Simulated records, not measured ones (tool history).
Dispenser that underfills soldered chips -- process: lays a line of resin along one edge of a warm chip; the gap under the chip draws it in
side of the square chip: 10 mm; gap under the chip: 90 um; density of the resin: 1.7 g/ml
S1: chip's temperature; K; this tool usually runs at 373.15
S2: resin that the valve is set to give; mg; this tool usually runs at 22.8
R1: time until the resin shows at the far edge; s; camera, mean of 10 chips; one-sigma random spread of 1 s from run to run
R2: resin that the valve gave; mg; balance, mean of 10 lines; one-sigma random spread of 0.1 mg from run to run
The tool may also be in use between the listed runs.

run	day	S1	S2	R1	R2
1	0.000	373.15	22.8	137.6	22.63
# day 0.088: new syringe of resin
2	0.388	373.15	22.8	135.7	22.70
# day 0.483: new syringe of resin
3	0.733	373.15	22.8	129.2	22.62
# day 0.892: new syringe of resin
4	1.196	373.15	21.9	139.5	21.48
# day 1.292: new syringe of resin
5	1.662	373.15	21.9	147.3	21.44
# day 1.721: new syringe of resin
# day 2.117: new syringe of resin
6	2.267	373.15	21.9	118.0	21.46
# day 2.525: new syringe of resin
7	2.671	373.15	21.9	121.0	21.46
# day 2.925: new syringe of resin
8	3.138	373.15	21.9	128.1	21.30
# day 3.329: new syringe of resin
9	3.533	361.15	22.8	189.7	21.84
# day 3.754: new syringe of resin
10	3.888	361.15	25.2	173.1	24.55
# day 4.171: new syringe of resin
11	4.362	361.15	25.2	182.9	24.40
# day 4.579: new syringe of resin
# day 4.738: dispensing valve cleaned and set on the balance
12	4.983	361.15	25.2	219.2	25.14
# day 5.038: new syringe of resin
# day 5.429: new syringe of resin
13	5.488	361.15	25.2	162.4	25.08
# day 5.825: new syringe of resin
14	5.950	369.15	22.8	135.4	22.45
# day 6.221: new syringe of resin
15	6.242	373.15	19.6	110.4	19.39
16	6.512	377.15	28.4	116.0	28.02
# day 6.612: new syringe of resin
17	6.821	365.15	21.0	169.1	20.69
# day 7.029: new syringe of resin
18	7.088	366.15	25.1	137.5	24.53
# day 7.467: new syringe of resin
19	7.688	362.15	28.8	183.8	27.87
# day 7.879: new syringe of resin
20	8.217	361.15	24.7	217.7	24.09
# day 8.300: new syringe of resin
# day 8.700: new syringe of resin
21	8.700	361.15	24.7	159.8	23.78
# day 9.104: new syringe of resin
22	9.138	361.15	24.7	165.0	23.70
23	9.400	361.15	24.7	214.8	23.80
# day 9.508: new syringe of resin
# day 9.929: new syringe of resin
24	9.929	371.15	27.1	111.7	26.00
# day 10.004: dispensing valve cleaned and set on the balance
25	10.267	371.15	27.1	145.7	26.84
# day 10.379: new syringe of resin
26	10.575	365.15	22.8	165.5	22.58
# day 10.775: new syringe of resin
27	11.108	362.15	29.2	208.9	29.00

Pick out some run-to-run changes in R1. Of each, how much would a tool without hidden state show as well, from the settings, what came in and chance, and how much is left for the hidden state and any gauge scatter not in both results compared?
The hidden state here: resin's viscosity, % of fresh resin's; dose that the valve gives, % of what is set; true chip temperature over the reading, C; drift of the gauge itself on fill_s, %; drift of the gauge itself on given_mg, %.
Run 8 -> 9: S1 373.15 -> 361.15, S2 21.9 -> 22.8, new syringe of resin. R1 +61.6 s: hidden state +14.0, all else +47.6.
Run 20 -> 21: new syringe of resin, new syringe of resin. R1 -57.9 s: hidden state -57.9, all else +0.0.
Run 23 -> 24: S1 361.15 -> 371.15, S2 24.7 -> 27.1, new syringe of resin, new syringe of resin. R1 -103.1 s: hidden state -57.6, all else -45.5.
